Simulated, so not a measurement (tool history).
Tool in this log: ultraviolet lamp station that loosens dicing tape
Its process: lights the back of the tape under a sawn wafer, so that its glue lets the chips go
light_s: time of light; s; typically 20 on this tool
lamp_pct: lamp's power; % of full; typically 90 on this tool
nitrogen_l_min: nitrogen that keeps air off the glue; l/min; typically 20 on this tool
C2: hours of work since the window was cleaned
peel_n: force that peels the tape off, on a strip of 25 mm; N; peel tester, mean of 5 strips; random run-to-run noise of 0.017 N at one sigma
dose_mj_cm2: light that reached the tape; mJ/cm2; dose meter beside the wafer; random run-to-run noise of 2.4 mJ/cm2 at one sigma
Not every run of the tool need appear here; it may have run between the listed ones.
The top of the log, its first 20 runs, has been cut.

{"run": 21, "hour": 129.1, "light_s": 20, "lamp_pct": 90, "nitrogen_l_min": 20, "hours of work of the lamp": 187, "C2": 425, "peel_n": 0.972, "dose_mj_cm2": 246}
{"run": 22, "hour": 138.2, "light_s": 20, "lamp_pct": 90, "nitrogen_l_min": 20, "hours of work of the lamp": 194, "C2": 432, "peel_n": 0.98, "dose_mj_cm2": 241}
{"run": 23, "hour": 147.3, "light_s": 12, "lamp_pct": 90, "nitrogen_l_min": 20, "hours of work of the lamp": 201, "C2": 438, "peel_n": 2.272, "dose_mj_cm2": 145}
{"run": 24, "hour": 152.5, "light_s": 10, "lamp_pct": 90, "nitrogen_l_min": 20, "hours of work of the lamp": 205, "C2": 442, "peel_n": 2.786, "dose_mj_cm2": 121}
{"run": 25, "hour": 158.9, "light_s": 38, "lamp_pct": 73, "nitrogen_l_min": 20, "hours of work of the lamp": 209, "C2": 447, "peel_n": 0.438, "dose_mj_cm2": 373}
{"run": 26, "hour": 164.6, "light_s": 38, "lamp_pct": 80, "nitrogen_l_min": 31, "hours of work of the lamp": 214, "C2": 451, "peel_n": 0.308, "dose_mj_cm2": 410}
{"run": 27, "hour": 172.3, "light_s": 38, "lamp_pct": 80, "nitrogen_l_min": 31, "hours of work of the lamp": 219, "C2": 457, "peel_n": 0.297, "dose_mj_cm2": 407}
{"run": 28, "hour": 177.8, "light_s": 38, "lamp_pct": 80, "nitrogen_l_min": 31, "hours of work of the lamp": 223, "C2": 461, "peel_n": 0.288, "dose_mj_cm2": 406}
{"run": 29, "hour": 183.7, "light_s": 38, "lamp_pct": 80, "nitrogen_l_min": 31, "hours of work of the lamp": 228, "C2": 466, "peel_n": 0.304, "dose_mj_cm2": 406}
{"run": 30, "hour": 191.8, "light_s": 38, "lamp_pct": 80, "nitrogen_l_min": 31, "hours of work of the lamp": 234, "C2": 472, "peel_n": 0.298, "dose_mj_cm2": 405}
{"run": 31, "hour": 196.0, "light_s": 13, "lamp_pct": 73, "nitrogen_l_min": 28, "hours of work of the lamp": 237, "C2": 475, "peel_n": 2.444, "dose_mj_cm2": 127}
{"run": 32, "hour": 203.8, "light_s": 27, "lamp_pct": 69, "nitrogen_l_min": 10, "hours of work of the lamp": 243, "C2": 480, "peel_n": 1.451, "dose_mj_cm2": 245}
{"run": 33, "hour": 207.8, "light_s": 27, "lamp_pct": 69, "nitrogen_l_min": 10, "hours of work of the lamp": 246, "C2": 483, "peel_n": 1.464, "dose_mj_cm2": 249}
{"run": 34, "hour": 216.8, "light_s": 27, "lamp_pct": 69, "nitrogen_l_min": 10, "hours of work of the lamp": 252, "C2": 490, "peel_n": 1.496, "dose_mj_cm2": 248}
{"run": 35, "hour": 222.2, "light_s": 20, "lamp_pct": 62, "nitrogen_l_min": 20, "hours of work of the lamp": 256, "C2": 494, "peel_n": 1.973, "dose_mj_cm2": 166}
{"run": 36, "hour": 228.0, "light_s": 20, "lamp_pct": 77, "nitrogen_l_min": 20, "hours of work of the lamp": 261, "C2": 498, "peel_n": 1.41, "dose_mj_cm2": 205}
{"run": 37, "hour": 236.6, "light_s": 20, "lamp_pct": 65, "nitrogen_l_min": 10, "hours of work of the lamp": 267, "C2": 505, "peel_n": 2.469, "dose_mj_cm2": 173}
{"run": 38, "hour": 243.6, "light_s": 20, "lamp_pct": 65, "nitrogen_l_min": 10, "hours of work of the lamp": 272, "C2": 510, "peel_n": 2.413, "dose_mj_cm2": 175}
{"run": 39, "hour": 249.8, "light_s": 26, "lamp_pct": 92, "nitrogen_l_min": 24, "hours of work of the lamp": 277, "C2": 515, "peel_n": 0.541, "dose_mj_cm2": 311}
{"run": 40, "hour": 257.4, "light_s": 33, "lamp_pct": 81, "nitrogen_l_min": 17, "hours of work of the lamp": 283, "C2": 520, "peel_n": 0.545, "dose_mj_cm2": 350}
{"run": 41, "hour": 265.6, "light_s": 33, "lamp_pct": 81, "nitrogen_l_min": 17, "hours of work of the lamp": 289, "C2": 526, "peel_n": 0.537, "dose_mj_cm2": 340}
{"run": 42, "hour": 270.2, "light_s": 20, "lamp_pct": 92, "nitrogen_l_min": 12, "hours of work of the lamp": 292, "C2": 530, "peel_n": 1.346, "dose_mj_cm2": 238}
{"run": 43, "hour": 275.8, "light_s": 21, "lamp_pct": 90, "nitrogen_l_min": 16, "hours of work of the lamp": 296, "C2": 534, "peel_n": 1.198, "dose_mj_cm2": 244}

Each row is a separate what-if for the run after 43, all from the same tool condition, not one after another. Results?
{"run": "A", "hour": 280.0, "light_s": 20, "lamp_pct": 96, "nitrogen_l_min": 6, "hours of work of the lamp": 299, "C2": 537, "peel_n": "?", "dose_mj_cm2": "?"}
{"run": "B", "hour": 280.0, "light_s": 11, "lamp_pct": 64, "nitrogen_l_min": 20, "hours of work of the lamp": 299, "C2": 537, "peel_n": "?", "dose_mj_cm2": "?"}
{"run": "C", "hour": 280.0, "light_s": 21, "lamp_pct": 98, "nitrogen_l_min": 16, "hours of work of the lamp": 299, "C2": 537, "peel_n": "?", "dose_mj_cm2": "?"}
{"run": "D", "hour": 280.0, "light_s": 30, "lamp_pct": 90, "nitrogen_l_min": 17, "hours of work of the lamp": 299, "C2": 537, "peel_n": "?", "dose_mj_cm2": "?"}
{"run": "E", "hour": 280.0, "light_s": 35, "lamp_pct": 77, "nitrogen_l_min": 8, "hours of work of the lamp": 299, "C2": 537, "peel_n": "?", "dose_mj_cm2": "?"}

run=A peel_n=1.955 dose_mj_cm2=249
run=B peel_n=3.755 dose_mj_cm2=89
run=C peel_n=0.955 dose_mj_cm2=274
run=D peel_n=0.518 dose_mj_cm2=352
run=E peel_n=0.927 dose_mj_cm2=351
The same runs, with their run-to-run variation unchanged, on a tool lacking any hidden condition would have given:
run=A peel_n=1.572 dose_mj_cm2=288
run=B peel_n=3.305 dose_mj_cm2=103
run=C peel_n=0.719 dose_mj_cm2=315
run=D peel_n=0.386 dose_mj_cm2=406
run=E peel_n=0.696 dose_mj_cm2=405
